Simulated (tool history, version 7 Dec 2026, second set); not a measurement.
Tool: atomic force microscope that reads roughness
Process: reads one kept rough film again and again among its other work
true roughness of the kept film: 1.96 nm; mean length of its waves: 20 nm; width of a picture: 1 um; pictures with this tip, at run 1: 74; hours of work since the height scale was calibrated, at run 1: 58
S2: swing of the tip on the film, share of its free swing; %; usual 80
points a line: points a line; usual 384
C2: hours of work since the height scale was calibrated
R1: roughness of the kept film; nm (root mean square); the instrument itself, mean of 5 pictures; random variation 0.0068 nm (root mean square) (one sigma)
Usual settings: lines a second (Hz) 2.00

Run 1, day 0.000: usual settings; pictures with this tip 74; C2 58. Result: R1 1.388 nm (root mean square).
Run 2, day 0.304: usual settings but points a line 597; pictures with this tip 86; C2 63. Result: R1 1.396 nm (root mean square).
Run 3, day 0.562: usual settings but points a line 597; pictures with this tip 96; C2 68. Result: R1 1.405 nm (root mean square).
Run 4, day 0.912: usual settings but points a line 597; pictures with this tip 110; C2 75. Result: R1 1.396 nm (root mean square).
Run 5, day 1.088: usual settings but points a line 597; pictures with this tip 117; C2 78. Result: R1 1.402 nm (root mean square).
Run 6, day 1.392: usual settings but lines a second (Hz) 1.05; pictures with this tip 129; C2 83. Result: R1 1.524 nm (root mean square).
Run 7, day 1.662: usual settings but lines a second (Hz) 1.05; pictures with this tip 140; C2 88. Result: R1 1.522 nm (root mean square).
Run 8, day 1.842: usual settings but lines a second (Hz) 1.05, points a line 292; pictures with this tip 147; C2 92. Result: R1 1.506 nm (root mean square).
Run 9, day 2.150: usual settings but lines a second (Hz) 1.05, points a line 286; pictures with this tip 159; C2 97. Result: R1 1.500 nm (root mean square).
Run 10, day 2.454: usual settings but lines a second (Hz) 1.05, points a line 286; pictures with this tip 171; C2 103. Result: R1 1.498 nm (root mean square).
Run 11, day 2.725: usual settings but lines a second (Hz) 1.05, points a line 286; pictures with this tip 182; C2 108. Result: R1 1.494 nm (root mean square).
Run 12, day 3.029: usual settings but points a line 430; pictures with this tip 194; C2 114. Result: R1 1.394 nm (root mean square).
Run 13, day 3.300: usual settings but points a line 430; pictures with this tip 205; C2 119. Result: R1 1.388 nm (root mean square).
Run 14, day 3.588: usual settings but points a line 430; pictures with this tip 217; C2 124. Result: R1 1.387 nm (root mean square).
Run 15, day 3.858: usual settings but lines a second (Hz) 0.84; pictures with this tip 227; C2 129. Result: R1 1.555 nm (root mean square).
Run 16, day 4.096: usual settings but lines a second (Hz) 0.84; pictures with this tip 237; C2 133. Result: R1 1.550 nm (root mean square).
Run 17, day 4.346: usual settings but lines a second (Hz) 2.69, S2 83 %, points a line 261; pictures with this tip 247; C2 138. Result: R1 1.238 nm (root mean square).
Run 18, day 4.658: usual settings but lines a second (Hz) 2.69, S2 83 %, points a line 261; pictures with this tip 259; C2 144. Result: R1 1.248 nm (root mean square).
At day 4.954: new tip fitted.
Run 19, day 4.992: usual settings but lines a second (Hz) 1.39, S2 78 %; pictures with this tip 2; C2 149. Result: R1 1.479 nm (root mean square).
Run 20, day 5.150: usual settings but lines a second (Hz) 1.39, S2 78 %; pictures with this tip 8; C2 152. Result: R1 1.487 nm (root mean square).
Run 21, day 5.379: usual settings but lines a second (Hz) 0.77, S2 78 %; pictures with this tip 17; C2 156. Result: R1 1.574 nm (root mean square).
Run 22, day 5.600: usual settings but lines a second (Hz) 0.77, S2 78 %; pictures with this tip 26; C2 161. Result: R1 1.575 nm (root mean square).
Run 23, day 5.962: usual settings but lines a second (Hz) 0.75, S2 78 %; pictures with this tip 40; C2 167. Result: R1 1.590 nm (root mean square).
Run 24, day 6.204: usual settings but points a line 605; pictures with this tip 50; C2 172. Result: R1 1.399 nm (root mean square).
Run 25, day 6.388: usual settings but S2 71 %, points a line 924; pictures with this tip 57; C2 175. Result: R1 1.520 nm (root mean square).
Run 26, day 6.596: usual settings but lines a second (Hz) 0.90, S2 71 %, points a line 1016; pictures with this tip 65; C2 179. Result: R1 1.609 nm (root mean square).
Run 27, day 6.762: usual settings but lines a second (Hz) 1.64, S2 60 %, points a line 786; pictures with this tip 72; C2 182. Result: R1 1.637 nm (root mean square).
Run 28, day 7.146: usual settings but lines a second (Hz) 0.78, S2 77 %; pictures with this tip 87; C2 189. Result: R1 1.582 nm (root mean square).
Run 29, day 7.400: usual settings but S2 83 %, points a line 806; pictures with this tip 97; C2 194. Result: R1 1.362 nm (root mean square).
Run 30, day 7.692: usual settings but S2 83 %, points a line 806; pictures with this tip 109; C2 199. Result: R1 1.364 nm (root mean square).
Run 31, day 7.975: usual settings but lines a second (Hz) 3.74, S2 64 %, points a line 587; pictures with this tip 120; C2 204. Result: R1 1.459 nm (root mean square).
Run 32, day 8.212: usual settings but lines a second (Hz) 2.29, S2 56 %, points a line 587; pictures with this tip 130; C2 209. Result: R1 1.626 nm (root mean square).

Forecast each of these 3 alternatives for the next run:
Run A, day 8.546: usual settings but lines a second (Hz) 3.44, S2 56 %, points a line 587; pictures with this tip 143; C2 215. Result: R1 ?.
Run B, day 8.546: usual settings but lines a second (Hz) 3.52, S2 56 %, points a line 587; pictures with this tip 143; C2 215. Result: R1 ?.
Run C, day 8.546: usual settings but lines a second (Hz) 1.00; pictures with this tip 143; C2 215. Result: R1 ?.

run     R1
  A  1.569
  B  1.565
  C  1.518
Without the tool's hidden state the same runs would have given:
run     R1
  A  1.572
  B  1.567
  C  1.521
